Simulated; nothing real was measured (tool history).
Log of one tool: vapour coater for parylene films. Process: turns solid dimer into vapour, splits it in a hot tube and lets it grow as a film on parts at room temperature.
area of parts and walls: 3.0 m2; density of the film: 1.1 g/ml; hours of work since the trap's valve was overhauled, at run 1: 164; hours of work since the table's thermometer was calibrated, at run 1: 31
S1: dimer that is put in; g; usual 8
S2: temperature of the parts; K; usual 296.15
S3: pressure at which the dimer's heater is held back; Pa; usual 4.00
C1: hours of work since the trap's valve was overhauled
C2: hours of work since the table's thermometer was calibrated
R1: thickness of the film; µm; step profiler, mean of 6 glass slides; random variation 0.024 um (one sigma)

Run 1, hour 0.0: usual settings; C1 164; C2 31. Result: R1 1.51 µm.
Run 2, hour 50.1: usual settings but S3 2.69 Pa; C1 189; C2 56. Result: R1 1.63 µm.
Run 3, hour 97.9: usual settings but S3 2.69 Pa; C1 213; C2 80. Result: R1 1.61 µm.
Run 4, hour 132.7: usual settings but S3 2.69 Pa; C1 231; C2 97. Result: R1 1.56 µm.
Run 5, hour 167.8: usual settings but S3 9.85 Pa; C1 248; C2 115. Result: R1 1.30 µm.
At hour 215.2: trap's valve overhauled.
Run 6, hour 222.1: usual settings but S3 9.85 Pa; C1 3; C2 140. Result: R1 1.37 µm.
Run 7, hour 284.6: usual settings; C1 35; C2 171. Result: R1 1.59 µm.
Run 8, hour 316.6: usual settings; C1 51; C2 187. Result: R1 1.58 µm.
Run 9, hour 367.1: usual settings but S3 2.54 Pa; C1 76; C2 213. Result: R1 1.63 µm.
Run 10, hour 428.6: usual settings but S3 2.54 Pa; C1 107; C2 243. Result: R1 1.67 µm.
Run 11, hour 492.0: usual settings but S3 2.54 Pa; C1 139; C2 275. Result: R1 1.60 µm.
Run 12, hour 543.5: usual settings but S3 2.54 Pa; C1 165; C2 301. Result: R1 1.62 µm.
Run 13, hour 584.6: usual settings but S3 2.54 Pa; C1 185; C2 322. Result: R1 1.64 µm.
Run 14, hour 631.8: usual settings; C1 209; C2 345. Result: R1 1.50 µm.
Run 15, hour 668.5: usual settings; C1 227; C2 364. Result: R1 1.43 µm.
Run 16, hour 720.2: usual settings; C1 253; C2 390. Result: R1 1.48 µm.
Run 17, hour 750.7: usual settings but S2 293.15 K; C1 268; C2 405. Result: R1 1.57 µm.
At hour 758.3: trap's valve overhauled.
Run 18, hour 805.3: usual settings but S2 293.15 K; C1 24; C2 430. Result: R1 1.68 µm.
Run 19, hour 856.1: usual settings but S2 293.15 K, S3 2.03 Pa; C1 49; C2 456. Result: R1 1.93 µm.
Run 20, hour 925.2: usual settings but S2 293.15 K, S3 2.03 Pa; C1 84; C2 490. Result: R1 1.90 µm.
Run 21, hour 987.9: usual settings; C1 115; C2 522. Result: R1 1.57 µm.
Run 22, hour 1036.8: usual settings but S3 6.41 Pa; C1 140; C2 546. Result: R1 1.40 µm.
Run 23, hour 1068.5: usual settings but S3 6.41 Pa; C1 156; C2 562. Result: R1 1.39 µm.
Run 24, hour 1106.7: usual settings but S1 12 g, S2 297.15 K, S3 8.22 Pa; C1 175; C2 581. Result: R1 1.91 µm.
Run 25, hour 1147.5: usual settings but S1 12 g, S2 297.15 K, S3 8.22 Pa; C1 195; C2 602. Result: R1 1.91 µm.
Run 26, hour 1181.0: usual settings but S1 3 g, S2 293.15 K; C1 212; C2 619. Result: R1 0.59 µm.
Run 27, hour 1217.9: usual settings but S1 5 g, S3 7.13 Pa; C1 230; C2 637. Result: R1 0.85 µm.
Run 28, hour 1275.9: usual settings but S1 11 g, S2 288.15 K, S3 6.64 Pa; C1 260; C2 666. Result: R1 2.29 µm.
At hour 1301.2: trap's valve overhauled.
Run 29, hour 1339.4: usual settings but S1 12 g, S3 8.44 Pa; C1 19; C2 696. Result: R1 2.02 µm.
Run 30, hour 1399.5: usual settings but S1 5 g, S2 307.15 K; C1 49; C2 726. Result: R1 0.70 µm.
Run 31, hour 1451.3: usual settings but S1 5 g, S2 307.15 K; C1 75; C2 752. Result: R1 0.71 µm.
Run 32, hour 1493.0: usual settings but S1 4 g, S2 307.15 K; C1 96; C2 773. Result: R1 0.53 µm.
Run 33, hour 1527.9: usual settings but S1 11 g, S2 289.15 K; C1 114; C2 791. Result: R1 2.58 µm.
Run 34, hour 1578.8: usual settings but S2 298.15 K; C1 139; C2 816. Result: R1 1.39 µm.
Run 35, hour 1610.6: usual settings but S2 298.15 K; C1 155; C2 832. Result: R1 1.38 µm.
Run 36, hour 1676.1: usual settings but S1 4 g, S2 298.15 K; C1 188; C2 865. Result: R1 0.71 µm.
Run 37, hour 1732.5: usual settings but S2 305.15 K, S3 5.13 Pa; C1 216; C2 893. Result: R1 1.07 µm.
Run 38, hour 1762.3: usual settings but S2 305.15 K, S3 5.13 Pa; C1 231; C2 908. Result: R1 1.07 µm.
Run 39, hour 1793.6: usual settings but S2 305.15 K, S3 5.13 Pa; C1 247; C2 924. Result: R1 1.05 µm.
Run 40, hour 1824.3: usual settings but S1 6 g, S2 290.15 K, S3 2.94 Pa; C1 262; C2 939. Result: R1 1.34 µm.
At hour 1845.9: trap's valve overhauled.
Run 41, hour 1866.2: usual settings but S1 6 g, S2 290.15 K, S3 2.94 Pa; C1 10; C2 958. Result: R1 1.47 µm.
Run 42, hour 1913.4: usual settings but S1 3 g, S2 293.15 K, S3 6.09 Pa; C1 34; C2 982. Result: R1 0.56 µm.
Run 43, hour 1965.8: usual settings but S1 3 g, S2 289.15 K, S3 5.69 Pa; C1 60; C2 1008. Result: R1 0.67 µm.
Run 44, hour 2022.8: usual settings but S1 12 g; C1 89; C2 1037. Result: R1 2.30 µm.
Run 45, hour 2081.4: usual settings but S1 12 g; C1 118; C2 1066. Result: R1 2.27 µm.
Run 46, hour 2111.4: usual settings but S1 12 g; C1 133; C2 1081. Result: R1 2.25 µm.

3 ways to go on from here, each from the tool as it stands after run 46. What would each give?
Run A, hour 2160.1: usual settings but S1 3 g, S2 299.15 K, S3 11.48 Pa; C1 158; C2 1106. Result: R1 ?.
Run B, hour 2160.1: usual settings but S2 288.15 K, S3 6.61 Pa; C1 158; C2 1106. Result: R1 ?.
Run C, hour 2160.1: usual settings but S1 9 g, S2 302.15 K, S3 4.39 Pa; C1 158; C2 1106. Result: R1 ?.

run    R1
  A  0.44
  B  1.71
  C  1.43
Without the tool's hidden state the same runs would have given:
run    R1
  A  0.48
  B  1.85
  C  1.54
